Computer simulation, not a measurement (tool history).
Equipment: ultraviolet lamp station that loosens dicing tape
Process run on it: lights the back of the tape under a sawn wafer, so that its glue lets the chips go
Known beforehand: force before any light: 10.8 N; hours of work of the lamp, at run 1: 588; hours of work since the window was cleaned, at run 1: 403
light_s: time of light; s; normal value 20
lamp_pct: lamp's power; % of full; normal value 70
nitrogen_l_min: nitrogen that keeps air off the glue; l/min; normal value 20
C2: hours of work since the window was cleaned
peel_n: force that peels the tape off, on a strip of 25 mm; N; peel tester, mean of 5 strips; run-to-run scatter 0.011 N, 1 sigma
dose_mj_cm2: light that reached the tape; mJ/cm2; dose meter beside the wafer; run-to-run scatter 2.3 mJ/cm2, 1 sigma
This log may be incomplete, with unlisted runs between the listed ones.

{"run": 1, "hour": 0.0, "light_s": 20, "lamp_pct": 70, "nitrogen_l_min": 20, "hours of work of the lamp": 588, "C2": 403, "peel_n": 0.955, "dose_mj_cm2": 174}
{"run": 2, "hour": 60.3, "light_s": 20, "lamp_pct": 70, "nitrogen_l_min": 20, "hours of work of the lamp": 614, "C2": 429, "peel_n": 1.038, "dose_mj_cm2": 171}
{"run": 3, "hour": 145.9, "light_s": 20, "lamp_pct": 70, "nitrogen_l_min": 20, "hours of work of the lamp": 650, "C2": 465, "peel_n": 1.118, "dose_mj_cm2": 164}
{"hour": 186.7, "done": "window cleaned of glue's vapour"}
{"run": 4, "hour": 208.7, "light_s": 20, "lamp_pct": 98, "nitrogen_l_min": 20, "hours of work of the lamp": 676, "C2": 9, "peel_n": 0.366, "dose_mj_cm2": 281}
{"run": 5, "hour": 283.5, "light_s": 20, "lamp_pct": 98, "nitrogen_l_min": 20, "hours of work of the lamp": 708, "C2": 41, "peel_n": 0.404, "dose_mj_cm2": 277}
{"run": 6, "hour": 332.7, "light_s": 20, "lamp_pct": 70, "nitrogen_l_min": 20, "hours of work of the lamp": 729, "C2": 62, "peel_n": 0.77, "dose_mj_cm2": 200}
{"run": 7, "hour": 389.7, "light_s": 20, "lamp_pct": 70, "nitrogen_l_min": 20, "hours of work of the lamp": 753, "C2": 86, "peel_n": 0.812, "dose_mj_cm2": 195}
{"run": 8, "hour": 474.6, "light_s": 20, "lamp_pct": 70, "nitrogen_l_min": 20, "hours of work of the lamp": 789, "C2": 122, "peel_n": 0.863, "dose_mj_cm2": 188}
{"run": 9, "hour": 567.4, "light_s": 20, "lamp_pct": 70, "nitrogen_l_min": 20, "hours of work of the lamp": 828, "C2": 161, "peel_n": 0.863, "dose_mj_cm2": 182}
{"run": 10, "hour": 612.2, "light_s": 20, "lamp_pct": 70, "nitrogen_l_min": 20, "hours of work of the lamp": 847, "C2": 180, "peel_n": 0.916, "dose_mj_cm2": 185}
{"run": 11, "hour": 702.8, "light_s": 20, "lamp_pct": 70, "nitrogen_l_min": 20, "hours of work of the lamp": 885, "C2": 218, "peel_n": 0.926, "dose_mj_cm2": 182}
{"run": 12, "hour": 774.6, "light_s": 20, "lamp_pct": 70, "nitrogen_l_min": 20, "hours of work of the lamp": 915, "C2": 249, "peel_n": 1.023, "dose_mj_cm2": 175}
{"run": 13, "hour": 813.5, "light_s": 20, "lamp_pct": 70, "nitrogen_l_min": 20, "hours of work of the lamp": 932, "C2": 265, "peel_n": 1.03, "dose_mj_cm2": 173}
{"run": 14, "hour": 851.9, "light_s": 36, "lamp_pct": 70, "nitrogen_l_min": 20, "hours of work of the lamp": 948, "C2": 281, "peel_n": 0.339, "dose_mj_cm2": 306}
{"run": 15, "hour": 892.0, "light_s": 39, "lamp_pct": 73, "nitrogen_l_min": 20, "hours of work of the lamp": 965, "C2": 298, "peel_n": 0.279, "dose_mj_cm2": 339}
{"run": 16, "hour": 956.0, "light_s": 11, "lamp_pct": 73, "nitrogen_l_min": 8, "hours of work of the lamp": 992, "C2": 325, "peel_n": 4.022, "dose_mj_cm2": 92}
{"run": 17, "hour": 1007.2, "light_s": 26, "lamp_pct": 70, "nitrogen_l_min": 12, "hours of work of the lamp": 1014, "C2": 347, "peel_n": 0.899, "dose_mj_cm2": 215}
{"run": 18, "hour": 1089.0, "light_s": 26, "lamp_pct": 70, "nitrogen_l_min": 12, "hours of work of the lamp": 1048, "C2": 382, "peel_n": 0.986, "dose_mj_cm2": 205}
{"run": 19, "hour": 1147.9, "light_s": 24, "lamp_pct": 84, "nitrogen_l_min": 12, "hours of work of the lamp": 1073, "C2": 406, "peel_n": 0.869, "dose_mj_cm2": 226}
{"run": 20, "hour": 1229.6, "light_s": 20, "lamp_pct": 92, "nitrogen_l_min": 14, "hours of work of the lamp": 1108, "C2": 441, "peel_n": 0.989, "dose_mj_cm2": 198}
{"run": 21, "hour": 1307.1, "light_s": 11, "lamp_pct": 70, "nitrogen_l_min": 11, "hours of work of the lamp": 1141, "C2": 474, "peel_n": 4.159, "dose_mj_cm2": 81}
{"hour": 1329.1, "done": "window cleaned of glue's vapour"}
{"run": 22, "hour": 1346.5, "light_s": 11, "lamp_pct": 78, "nitrogen_l_min": 20, "hours of work of the lamp": 1157, "C2": 7, "peel_n": 2.268, "dose_mj_cm2": 109}
{"run": 23, "hour": 1408.7, "light_s": 11, "lamp_pct": 78, "nitrogen_l_min": 20, "hours of work of the lamp": 1183, "C2": 34, "peel_n": 2.346, "dose_mj_cm2": 107}
{"run": 24, "hour": 1472.2, "light_s": 11, "lamp_pct": 78, "nitrogen_l_min": 20, "hours of work of the lamp": 1210, "C2": 60, "peel_n": 2.372, "dose_mj_cm2": 106}
{"run": 25, "hour": 1554.3, "light_s": 11, "lamp_pct": 78, "nitrogen_l_min": 20, "hours of work of the lamp": 1245, "C2": 95, "peel_n": 2.586, "dose_mj_cm2": 104}
{"run": 26, "hour": 1599.5, "light_s": 20, "lamp_pct": 97, "nitrogen_l_min": 38, "hours of work of the lamp": 1264, "C2": 114, "peel_n": 0.401, "dose_mj_cm2": 227}
{"run": 27, "hour": 1691.0, "light_s": 23, "lamp_pct": 70, "nitrogen_l_min": 20, "hours of work of the lamp": 1303, "C2": 153, "peel_n": 0.882, "dose_mj_cm2": 185}
{"run": 28, "hour": 1763.8, "light_s": 23, "lamp_pct": 70, "nitrogen_l_min": 20, "hours of work of the lamp": 1334, "C2": 184, "peel_n": 0.955, "dose_mj_cm2": 182}

Here are 5 independent what-if runs from the current tool condition. What would each one return?
{"run": "A", "hour": 1807.7, "light_s": 22, "lamp_pct": 80, "nitrogen_l_min": 20, "hours of work of the lamp": 1352, "C2": 202, "peel_n": "?", "dose_mj_cm2": "?"}
{"run": "B", "hour": 1807.7, "light_s": 20, "lamp_pct": 73, "nitrogen_l_min": 9, "hours of work of the lamp": 1352, "C2": 202, "peel_n": "?", "dose_mj_cm2": "?"}
{"run": "C", "hour": 1807.7, "light_s": 20, "lamp_pct": 60, "nitrogen_l_min": 20, "hours of work of the lamp": 1352, "C2": 202, "peel_n": "?", "dose_mj_cm2": "?"}
{"run": "D", "hour": 1807.7, "light_s": 28, "lamp_pct": 70, "nitrogen_l_min": 10, "hours of work of the lamp": 1352, "C2": 202, "peel_n": "?", "dose_mj_cm2": "?"}
{"run": "E", "hour": 1807.7, "light_s": 21, "lamp_pct": 77, "nitrogen_l_min": 23, "hours of work of the lamp": 1352, "C2": 202, "peel_n": "?", "dose_mj_cm2": "?"}

run=A peel_n=0.78 dose_mj_cm2=198
run=B peel_n=1.897 dose_mj_cm2=160
run=C peel_n=1.71 dose_mj_cm2=132
run=D peel_n=1.057 dose_mj_cm2=219
run=E peel_n=0.887 dose_mj_cm2=178
Had the tool no hidden state, the same runs would have come out as:
run=A peel_n=0.321 dose_mj_cm2=307
run=B peel_n=0.815 dose_mj_cm2=252
run=C peel_n=0.704 dose_mj_cm2=207
run=D peel_n=0.417 dose_mj_cm2=342
run=E peel_n=0.359 dose_mj_cm2=280
